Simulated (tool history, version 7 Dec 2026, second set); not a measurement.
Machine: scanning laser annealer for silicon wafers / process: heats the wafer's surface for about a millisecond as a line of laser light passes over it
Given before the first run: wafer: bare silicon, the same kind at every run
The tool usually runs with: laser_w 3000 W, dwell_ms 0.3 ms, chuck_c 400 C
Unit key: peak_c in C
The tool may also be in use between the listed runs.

run 1 hour=0 | laser_w=3000 dwell_ms=0.3 chuck_c=400 | peak_c=1176
run 2 hour=11.4 | laser_w=3000 dwell_ms=0.3 chuck_c=400 | peak_c=1179
run 3 hour=28.8 | laser_w=3216 dwell_ms=0.3 chuck_c=400 | peak_c=1235
run 4 hour=38.9 | laser_w=3216 dwell_ms=0.3 chuck_c=400 | peak_c=1233
run 5 hour=52.5 | laser_w=3000 dwell_ms=0.235 chuck_c=400 | peak_c=1073
run 6 hour=77.2 | laser_w=3000 dwell_ms=0.235 chuck_c=400 | peak_c=1064
run 7 hour=96.6 | laser_w=3000 dwell_ms=0.235 chuck_c=400 | peak_c=1067
run 8 hour=118.9 | laser_w=3000 dwell_ms=0.235 chuck_c=400 | peak_c=1060
run 9 hour=132.8 | laser_w=3000 dwell_ms=0.235 chuck_c=400 | peak_c=1067
run 10 hour=146.4 | laser_w=3000 dwell_ms=0.235 chuck_c=400 | peak_c=1062
run 11 hour=160.1 | laser_w=3000 dwell_ms=0.235 chuck_c=400 | peak_c=1112
run 12 hour=179 | laser_w=3232 dwell_ms=0.214 chuck_c=406 | peak_c=1135
run 13 hour=190.3 | laser_w=3154 dwell_ms=0.3 chuck_c=400 | peak_c=1262
run 14 hour=208.1 | laser_w=3121 dwell_ms=0.3 chuck_c=435 | peak_c=1285
run 15 hour=231.5 | laser_w=2976 dwell_ms=0.3 chuck_c=435 | peak_c=1245
run 16 hour=251.9 | laser_w=2976 dwell_ms=0.3 chuck_c=435 | peak_c=1245
run 17 hour=268.3 | laser_w=2976 dwell_ms=0.3 chuck_c=435 | peak_c=1244
run 18 hour=284.5 | laser_w=3000 dwell_ms=0.221 chuck_c=419 | peak_c=1105
run 19 hour=298.4 | laser_w=2605 dwell_ms=0.236 chuck_c=420 | peak_c=1036
run 20 hour=321.8 | laser_w=2819 dwell_ms=0.274 chuck_c=385 | peak_c=1110

Taken out of this log: 2 entries between the listed runs. Where each belongs, and how the hidden state differs across it:
From run 5 to run 6: window over the wafer cleaned (hour 74.3)
  light that passes the window, % of a clean one's: 94.53 -> 93.08; width of the line over the set one, %: 0.44 -> 0.45
  what was measured, less what the result would be without the hidden state, peak_c: -42 -> -53 C
From run 10 to run 11: window over the wafer cleaned, once more (hour 157.2)
  light that passes the window, % of a clean one's: 92.89 -> 99.59; laser's true power over the reading, %: 0.06 -> 0.07
  what was measured, less what the result would be without the hidden state, peak_c: -54 -> -5 C
